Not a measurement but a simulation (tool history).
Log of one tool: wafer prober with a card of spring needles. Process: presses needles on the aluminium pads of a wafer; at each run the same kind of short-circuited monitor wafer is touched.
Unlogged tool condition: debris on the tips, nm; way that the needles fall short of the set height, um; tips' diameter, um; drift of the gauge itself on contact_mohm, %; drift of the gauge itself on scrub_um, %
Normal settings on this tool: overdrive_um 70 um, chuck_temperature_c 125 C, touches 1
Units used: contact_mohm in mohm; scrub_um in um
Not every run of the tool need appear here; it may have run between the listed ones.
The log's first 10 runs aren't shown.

run   hour  overdrive_um  chuck_temperature_c  touches  touches since the tips were cleaned  cleanings since the card got new needles  touches since the first contact's height was set  contact_mohm  scrub_um
     119.9  -- tips cleaned on abrasive film
 11  125.2            70                  125        1                                 1823                                        79                                            212116           242     11.57
       128  -- tips cleaned on abrasive film
     135.9  -- tips cleaned on abrasive film
 12  139.3            70                  125        3                                 1168                                        81                                            216886           183      11.8
     144.1  -- tips cleaned on abrasive film
 13  148.3            70                  125        1                                 1444                                        82                                            219957           236     11.62
     151.8  -- tips cleaned on abrasive film
     159.5  -- tips cleaned on abrasive film
 14  165.3            70                  125        1                                 2011                                        84                                            225725           245     11.76
     167.4  -- tips cleaned on abrasive film
     175.7  -- tips cleaned on abrasive film
 15  181.9            90                  125        1                                 2102                                        86                                            231338           213     15.52
     183.4  -- tips cleaned on abrasive film
     190.9  -- tips cleaned on abrasive film
 16  194.7            53                   88        1                                 1317                                        88                                            235677           294      8.42
     198.3  -- tips cleaned on abrasive film
     206.3  -- tips cleaned on abrasive film
 17  207.5            53                   88        1                                  428                                        90                                            240023           229      8.48
     210.7  -- height of the first contact set anew
     214.3  -- tips cleaned on abrasive film
 18  219.4            59                  125        2                                 1748                                        91                                              2968           216     10.95
     221.5  -- tips cleaned on abrasive film
     229.4  -- tips cleaned on abrasive film
 19  231.2            64                   39        2                                  605                                        93                                              6935           171     11.84
     236.6  -- tips cleaned on abrasive film
 20  241.2            64                   39        2                                 1564                                        94                                             10339           197     11.88
     244.3  -- tips cleaned on abrasive film
 21  248.9            65                   28        2                                 1578                                        95                                             12970           194     12.01
     252.2  -- tips cleaned on abrasive film
     260.4  -- tips cleaned on abrasive film
 22  262.4            65                   28        2                                  661                                        97                                             17511           175     11.94
     268.1  -- tips cleaned on abrasive film
 23  270.5            56                   37        1                                  827                                        98                                             20293           229      10.3
       276  -- tips cleaned on abrasive film
     283.8  -- tips cleaned on abrasive film
 24  287.1            56                   37        1                                 1114                                       100                                             25893           245     10.19
     291.7  -- tips cleaned on abrasive film
       300  -- tips cleaned on abrasive film
 25  300.9            51                   32        1                                  310                                       102                                             30592           208      9.37
     307.5  -- tips cleaned on abrasive film
 26  310.6            51                   32        1                                 1046                                       103                                             33867           260      9.26
     315.8  -- tips cleaned on abrasive film
 27  320.3            75                   88        1                                 1576                                       104                                             37191           213     13.75
     323.7  -- tips cleaned on abrasive film
     331.2  -- tips cleaned on abrasive film
 28  337.1            84                   74        1                                 2045                                       106                                             42886           208     15.27
     338.7  -- tips cleaned on abrasive film
       346  -- tips cleaned on abrasive film
 29  349.6            67                   74        1                                 1222                                       108                                             47097           218     12.17
     353.6  -- tips cleaned on abrasive film
     360.9  -- tips cleaned on abrasive film
 30  363.6            67                   29        1                                  926                                       110                                             51854           214     12.17

Below are 5 alternative next runs, each starting from the tool's condition after run 30. Predict each:
     369.5  -- tips cleaned on abrasive film
     377.1  -- tips cleaned on abrasive film
  A  380.4            70                   42        1                                 1142                                       112                                             57547             ?         ?
     369.5  -- tips cleaned on abrasive film
     377.1  -- tips cleaned on abrasive film
  B  380.4            59                   87        1                                 1142                                       112                                             57547             ?         ?
     369.5  -- tips cleaned on abrasive film
     377.1  -- tips cleaned on abrasive film
  C  380.4            70                   28        1                                 1142                                       112                                             57547             ?         ?
     369.5  -- tips cleaned on abrasive film
     377.1  -- tips cleaned on abrasive film
  D  380.4            87                  125        1                                 1142                                       112                                             57547             ?         ?
     369.5  -- tips cleaned on abrasive film
     377.1  -- tips cleaned on abrasive film
  E  380.4            63                   70        1                                 1142                                       112                                             57547             ?         ?

run  contact_mohm  scrub_um
  A           208     12.63
  B           245     10.53
  C           211     12.74
  D           195     15.81
  E           233     11.43
Without the tool's unlogged condition, the same runs would have read:
run  contact_mohm  scrub_um
  A           136     12.95
  B           151     10.86
  C           137     13.06
  D           150     16.14
  E           148     11.75
